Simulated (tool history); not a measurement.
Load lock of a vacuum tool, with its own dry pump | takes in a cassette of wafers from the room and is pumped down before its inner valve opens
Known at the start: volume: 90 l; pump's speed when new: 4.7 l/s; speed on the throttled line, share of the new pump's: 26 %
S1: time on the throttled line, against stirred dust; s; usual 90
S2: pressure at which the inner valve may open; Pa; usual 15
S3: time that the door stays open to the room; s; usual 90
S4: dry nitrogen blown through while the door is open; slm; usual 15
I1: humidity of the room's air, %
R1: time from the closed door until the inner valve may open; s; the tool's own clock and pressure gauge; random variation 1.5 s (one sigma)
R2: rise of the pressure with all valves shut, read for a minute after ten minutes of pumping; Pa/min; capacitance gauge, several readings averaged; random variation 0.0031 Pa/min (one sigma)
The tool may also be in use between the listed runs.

run      day  S1  S2   S3  S4    I1     R1     R2
  1    0.000  90  15   90  15  46.1  240.0  0.131
  2   12.217  90  15   39  15  47.9  236.9  0.122
  3   21.129  68  15   39  15  44.1  224.8  0.123
  4   33.525  68  15   39   4  43.6  223.7  0.149
  5   47.446  68  15   39   4  45.5  226.0  0.166
  6   62.971  68  15   39   4  43.6  226.0  0.179
  7   81.967  90  19   90  15  44.8  238.8  0.214
  8  100.546  90  19   90  15  45.8  239.8  0.231
  9  115.125  90  19  124  15  47.9  243.8  0.268
 10  129.888  49  25   82  11  46.6  206.3  0.280
 11  140.983  86  17   90  31  45.5  242.0  0.275
 12  159.762  90  15   90  15  46.4  253.2  0.330
 13  169.642  63  28  173  25  42.1  215.7  0.339
 14  185.158  63  20  173  25  41.0  225.9  0.381
 15  193.738  83  10  178  30  43.3  254.2  0.378

Forecast each of these 3 alternatives for the next run:
  A  209.246   90  15  101  15  41.8   ?   ?
  B  209.246   47  15  191  15  43.2   ?   ?
  C  209.246  103  28   57  15  47.4   ?   ?

run     R1     R2
  A  251.0  0.409
  B  222.1  0.432
  C  248.5  0.384
Without the tool's hidden state the same runs would have given:
run     R1     R2
  A  236.2  0.064
  B  206.2  0.086
  C  235.2  0.044
